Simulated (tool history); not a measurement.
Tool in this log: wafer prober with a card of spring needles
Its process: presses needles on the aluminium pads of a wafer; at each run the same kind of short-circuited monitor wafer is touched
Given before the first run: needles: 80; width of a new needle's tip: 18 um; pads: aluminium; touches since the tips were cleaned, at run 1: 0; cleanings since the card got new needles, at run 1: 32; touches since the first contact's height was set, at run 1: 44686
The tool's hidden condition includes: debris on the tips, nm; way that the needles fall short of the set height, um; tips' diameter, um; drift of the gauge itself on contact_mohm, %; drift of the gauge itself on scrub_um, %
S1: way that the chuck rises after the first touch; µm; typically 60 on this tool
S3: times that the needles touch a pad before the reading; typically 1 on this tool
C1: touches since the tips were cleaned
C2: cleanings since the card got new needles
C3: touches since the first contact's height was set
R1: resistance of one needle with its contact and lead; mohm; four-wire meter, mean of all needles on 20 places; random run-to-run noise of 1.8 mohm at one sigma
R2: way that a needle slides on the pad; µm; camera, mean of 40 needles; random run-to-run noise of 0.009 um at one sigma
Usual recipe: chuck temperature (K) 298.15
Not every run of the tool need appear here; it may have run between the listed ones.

run 1 day=0.000 | S1=60 chuck_temperature_(K)=298.15 S3=1 | C1=0 C2=32 C3=44686 | R1=187 R2=9.039
-- day=0.746 tips cleaned on abrasive film
run 2 day=1.175 | S1=60 chuck_temperature_(K)=298.15 S3=1 | C1=4226 C2=33 C3=56227 | R1=191 R2=9.039
-- day=1.488 tips cleaned on abrasive film
-- day=2.208 tips cleaned on abrasive film
run 3 day=2.529 | S1=60 chuck_temperature_(K)=298.15 S3=1 | C1=3158 C2=35 C3=69489 | R1=190 R2=9.047
-- day=2.954 tips cleaned on abrasive film
-- day=3.642 tips cleaned on abrasive film
run 4 day=4.188 | S1=60 chuck_temperature_(K)=317.15 S3=1 | C1=5384 C2=37 C3=85739 | R1=195 R2=9.027
-- day=4.371 tips cleaned on abrasive film
run 5 day=4.962 | S1=65 chuck_temperature_(K)=298.15 S3=1 | C1=5821 C2=38 C3=93337 | R1=188 R2=9.776
-- day=5.088 tips cleaned on abrasive film
-- day=5.258 height of the first contact set anew
-- day=5.846 tips cleaned on abrasive film
run 6 day=6.075 | S1=65 chuck_temperature_(K)=298.15 S3=1 | C1=2263 C2=40 C3=7998 | R1=186 R2=9.769
-- day=6.571 tips cleaned on abrasive film
-- day=7.300 tips cleaned on abrasive film
run 7 day=7.483 | S1=65 chuck_temperature_(K)=298.15 S3=1 | C1=1812 C2=42 C3=21804 | R1=187 R2=9.764
-- day=7.996 tips cleaned on abrasive film
-- day=8.721 tips cleaned on abrasive film
run 8 day=8.896 | S1=65 chuck_temperature_(K)=298.15 S3=1 | C1=1717 C2=44 C3=35617 | R1=189 R2=9.767
-- day=9.392 tips cleaned on abrasive film
-- day=10.146 tips cleaned on abrasive film
run 9 day=10.192 | S1=65 chuck_temperature_(K)=298.15 S3=1 | C1=475 C2=46 C3=48339 | R1=187 R2=9.773
-- day=10.908 tips cleaned on abrasive film
run 10 day=11.371 | S1=65 chuck_temperature_(K)=298.15 S3=1 | C1=4524 C2=47 C3=59889 | R1=186 R2=9.772
-- day=11.608 tips cleaned on abrasive film
run 11 day=12.158 | S1=65 chuck_temperature_(K)=298.15 S3=1 | C1=5411 C2=48 C3=67611 | R1=187 R2=9.767
-- day=12.375 tips cleaned on abrasive film
run 12 day=12.871 | S1=65 chuck_temperature_(K)=298.15 S3=1 | C1=4906 C2=49 C3=74620 | R1=190 R2=9.752
-- day=13.067 tips cleaned on abrasive film
-- day=13.746 tips cleaned on abrasive film
run 13 day=14.167 | S1=65 chuck_temperature_(K)=298.15 S3=1 | C1=4141 C2=51 C3=87293 | R1=185 R2=9.750
-- day=14.425 tips cleaned on abrasive film
-- day=14.967 height of the first contact set anew
-- day=15.179 tips cleaned on abrasive film
run 14 day=15.183 | S1=60 chuck_temperature_(K)=298.15 S3=1 | C1=62 C2=53 C3=2114 | R1=190 R2=9.020
-- day=15.875 tips cleaned on abrasive film
run 15 day=15.929 | S1=60 chuck_temperature_(K)=298.15 S3=1 | C1=514 C2=54 C3=9401 | R1=189 R2=9.008
-- day=16.583 tips cleaned on abrasive film
-- day=17.267 tips cleaned on abrasive film
run 16 day=17.267 | S1=60 chuck_temperature_(K)=298.15 S3=1 | C1=0 C2=56 C3=22531 | R1=189 R2=8.999
-- day=18.042 tips cleaned on abrasive film
run 17 day=18.271 | S1=60 chuck_temperature_(K)=298.15 S3=1 | C1=2280 C2=57 C3=32384 | R1=189 R2=8.986
-- day=18.717 tips cleaned on abrasive film
-- day=19.408 tips cleaned on abrasive film
run 18 day=19.846 | S1=61 chuck_temperature_(K)=331.15 S3=3 | C1=4325 C2=59 C3=47830 | R1=195 R2=9.139
-- day=20.146 tips cleaned on abrasive film
run 19 day=20.612 | S1=61 chuck_temperature_(K)=331.15 S3=3 | C1=4618 C2=60 C3=55338 | R1=197 R2=9.152
-- day=20.833 tips cleaned on abrasive film
-- day=21.533 tips cleaned on abrasive film
-- day=22.271 tips cleaned on abrasive film
run 20 day=22.300 | S1=53 chuck_temperature_(K)=334.15 S3=1 | C1=283 C2=63 C3=71850 | R1=203 R2=7.951
-- day=22.958 tips cleaned on abrasive film
run 21 day=23.071 | S1=60 chuck_temperature_(K)=330.15 S3=3 | C1=1132 C2=64 C3=79397 | R1=196 R2=9.011
-- day=23.650 tips cleaned on abrasive film
run 22 day=23.950 | S1=64 chuck_temperature_(K)=338.15 S3=1 | C1=2966 C2=65 C3=88021 | R1=195 R2=9.581
-- day=24.400 tips cleaned on abrasive film
-- day=24.675 height of the first contact set anew
run 23 day=24.888 | S1=50 chuck_temperature_(K)=298.15 S3=1 | C1=4703 C2=66 C3=2101 | R1=195 R2=7.482
-- day=25.125 tips cleaned on abrasive film
run 24 day=25.675 | S1=61 chuck_temperature_(K)=300.15 S3=1 | C1=5438 C2=67 C3=9832 | R1=189 R2=9.133
-- day=25.829 tips cleaned on abrasive film
-- day=26.600 tips cleaned on abrasive film
run 25 day=26.733 | S1=61 chuck_temperature_(K)=300.15 S3=1 | C1=1293 C2=69 C3=20146 | R1=189 R2=9.130
-- day=27.288 tips cleaned on abrasive film
run 26 day=27.612 | S1=61 chuck_temperature_(K)=398.15 S3=1 | C1=3191 C2=70 C3=28769 | R1=218 R2=9.135
-- day=28.017 tips cleaned on abrasive film
-- day=28.754 tips cleaned on abrasive film
run 27 day=29.279 | S1=52 chuck_temperature_(K)=379.15 S3=2 | C1=5166 C2=72 C3=45118 | R1=208 R2=7.790
-- day=29.500 tips cleaned on abrasive film
-- day=30.229 tips cleaned on abrasive film
run 28 day=30.308 | S1=59 chuck_temperature_(K)=353.15 S3=2 | C1=755 C2=74 C3=55173 | R1=201 R2=8.830
-- day=31.008 tips cleaned on abrasive film
-- day=31.196 gauge calibrated
-- day=31.696 tips cleaned on abrasive film
run 29 day=31.983 | S1=59 chuck_temperature_(K)=373.15 S3=2 | C1=2830 C2=76 C3=71616 | R1=208 R2=8.893
-- day=32.471 tips cleaned on abrasive film
-- day=33.200 tips cleaned on abrasive film
run 30 day=33.608 | S1=59 chuck_temperature_(K)=373.15 S3=2 | C1=4035 C2=78 C3=87571 | R1=204 R2=8.879
-- day=33.938 tips cleaned on abrasive film
-- day=34.421 height of the first contact set anew
-- day=34.658 tips cleaned on abrasive film
run 31 day=35.238 | S1=59 chuck_temperature_(K)=305.15 S3=2 | C1=5696 C2=80 C3=7993 | R1=190 R2=8.889

What if the next run were any one of these 4? Each begins from the tool's condition after run 31:
-- day=35.412 tips cleaned on abrasive film
run A day=36.012 | S1=60 chuck_temperature_(K)=298.15 S3=2 | C1=5928 C2=81 C3=15599 | R1=? R2=?
-- day=35.412 tips cleaned on abrasive film
run B day=36.012 | S1=60 chuck_temperature_(K)=346.15 S3=2 | C1=5928 C2=81 C3=15599 | R1=? R2=?
-- day=35.412 tips cleaned on abrasive film
run C day=36.012 | S1=66 chuck_temperature_(K)=298.15 S3=1 | C1=5928 C2=81 C3=15599 | R1=? R2=?
-- day=35.412 tips cleaned on abrasive film
run D day=36.012 | S1=51 chuck_temperature_(K)=305.15 S3=2 | C1=5928 C2=81 C3=15599 | R1=? R2=?

run=A R1=190 R2=9.035
run=B R1=198 R2=9.041
run=C R1=190 R2=9.929
run=D R1=194 R2=7.674
With the hidden condition removed and each run's random variation left untouched, the same runs would have given:
run=A R1=190 R2=9.046
run=B R1=198 R2=9.052
run=C R1=189 R2=9.941
run=D R1=194 R2=7.683
